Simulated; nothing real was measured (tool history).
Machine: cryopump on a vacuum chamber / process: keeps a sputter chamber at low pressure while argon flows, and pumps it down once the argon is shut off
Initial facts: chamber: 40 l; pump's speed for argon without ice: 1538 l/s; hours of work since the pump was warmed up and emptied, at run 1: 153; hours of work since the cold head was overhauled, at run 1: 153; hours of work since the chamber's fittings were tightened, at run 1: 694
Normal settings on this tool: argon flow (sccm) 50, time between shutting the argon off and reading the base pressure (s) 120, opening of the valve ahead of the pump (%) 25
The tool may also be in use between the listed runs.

run   hour  argon flow (sccm)  time between shutting the argon off and reading the base pressure (s)  opening of the valve ahead of the pump (%)  hours of work since the pump was warmed up and emptied  hours of work since the cold head was overhauled  hours of work since the chamber's fittings were tightened  pressure while argon flows (Pa)  pressure after the wait (uPa)
  1      0                 50                                                                    120                                          25                                                     153                                               153                                                        694                           0.2275                           1.55
  2   11.1                 50                                                                    120                                          25                                                     159                                               159                                                        700                           0.2276                           1.51
  3   23.2                 50                                                                    120                                          25                                                     166                                               166                                                        707                           0.2277                           1.59
  4   34.9                 50                                                                    120                                          25                                                     172                                               172                                                        713                           0.2283                           1.63
  5   45.5                 66                                                                    120                                          25                                                     178                                               178                                                        719                           0.3014                           1.62
  6   53.9                 66                                                                     29                                          25                                                     182                                               182                                                        724                           0.3027                           2.68
  7   69.2                 66                                                                     29                                          25                                                     191                                               191                                                        732                           0.3021                           2.66
  8   81.9                 39                                                                     29                                          25                                                     198                                               198                                                        739                           0.1791                           2.66
  9   99.5                 39                                                                     29                                          25                                                     207                                               207                                                        748                           0.1784                           2.74
 10  113.6                 39                                                                     29                                          25                                                     215                                               215                                                        756                           0.1799                           2.73
 11  123.1                 28                                                                     29                                          29                                                     220                                               220                                                        761                           0.1112                           2.78
 12  140.1                 28                                                                     29                                          29                                                     229                                               229                                                        771                           0.1121                           2.78
 13  152.3                 28                                                                     29                                          29                                                     236                                               236                                                        777                           0.1129                           2.86
 14  168.2                 50                                                                     75                                          49                                                     245                                               245                                                        786                           0.1237                           1.98
 15  177.6                100                                                                     84                                          31                                                     250                                               250                                                        791                           0.3779                           1.97
 16  191.1                 82                                                                    139                                          15                                                     257                                               257                                                        798                           0.6197                            1.8
 17  200.6                 95                                                                    139                                          48                                                     262                                               262                                                        804                           0.2401                           1.79
 18  210.4                 27                                                                    133                                          58                                                     268                                               268                                                        809                           0.0579                            1.8
 19  226.5                 38                                                                     45                                          52                                                     276                                               276                                                        818                           0.0894                            2.4
 20  233.9                 48                                                                     71                                          49                                                     280                                               280                                                        822                           0.1188                           2.16

Hidden state or all else? Some run-to-run changes of pressure while argon flows (Pa), split into what the settings, what came in and random variation would give without the hidden state, and what is left for the hidden state (with any gauge scatter that isn't in both results):
Hidden state present: pump's speed, % of a pump's without ice; cold plate's temperature, K; leak into the chamber, uPa l/s; drift of the gauge itself on working_pa, %; drift of the gauge itself on base_upa, %.
Run 14 -> 15: argon flow (sccm) 50 -> 100, time between shutting the argon off and reading the base pressure (s) 75 -> 84, opening of the valve ahead of the pump (%) 49 -> 31. pressure while argon flows (Pa) +0.2542: hidden state +0.0117, all else +0.2425.
Run 16 -> 17: argon flow (sccm) 82 -> 95, opening of the valve ahead of the pump (%) 15 -> 48. pressure while argon flows (Pa) -0.3796: hidden state +0.0035, all else -0.3831.
Run 17 -> 18: argon flow (sccm) 95 -> 27, time between shutting the argon off and reading the base pressure (s) 139 -> 133, opening of the valve ahead of the pump (%) 48 -> 58. pressure while argon flows (Pa) -0.1822: hidden state -0.0161, all else -0.1661.
